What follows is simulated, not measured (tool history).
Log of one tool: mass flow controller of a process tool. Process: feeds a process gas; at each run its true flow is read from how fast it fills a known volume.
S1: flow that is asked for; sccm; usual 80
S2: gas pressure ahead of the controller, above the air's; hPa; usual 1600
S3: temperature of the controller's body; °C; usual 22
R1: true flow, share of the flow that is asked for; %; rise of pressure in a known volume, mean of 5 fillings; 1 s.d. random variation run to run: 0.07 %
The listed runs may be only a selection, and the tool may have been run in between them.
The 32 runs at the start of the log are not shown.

run	hour	S1	S2	S3	R1
33	2758.8	80	1690	23	95.81
34	2850.5	80	1690	23	95.84
35	2954.5	134	1610	25	96.85
36	3011.7	134	1610	25	96.79
37	3103.1	47	2100	27	95.44
38	3204	28	1600	24	94.5
39	3262	20	1600	22	93.82
40	3326	180	2020	29	97.38
41	3404.6	25	1970	33	94.55
42	3484.2	180	2750	32	97.58
43	3577.8	30	1600	22	94.23
44	3698.5	30	1600	22	93.97
45	3786.7	49	1800	22	94.8
46	3869	24	2290	35	94.17
47	3977	120	1600	22	95.96

Alternative continuations, all from the tool just after run 47; predict every row:
A	4043.2	21	1700	21	?
B	4043.2	163	1600	35	?
C	4043.2	91	2720	26	?
D	4043.2	80	1790	35	?

run	R1
A	93.05
B	97.02
C	95.87
D	95.92
Take away the tool's hidden state, keep each run's random variation, and the runs would have read:
run	R1
A	97.46
B	99.73
C	98.79
D	98.9

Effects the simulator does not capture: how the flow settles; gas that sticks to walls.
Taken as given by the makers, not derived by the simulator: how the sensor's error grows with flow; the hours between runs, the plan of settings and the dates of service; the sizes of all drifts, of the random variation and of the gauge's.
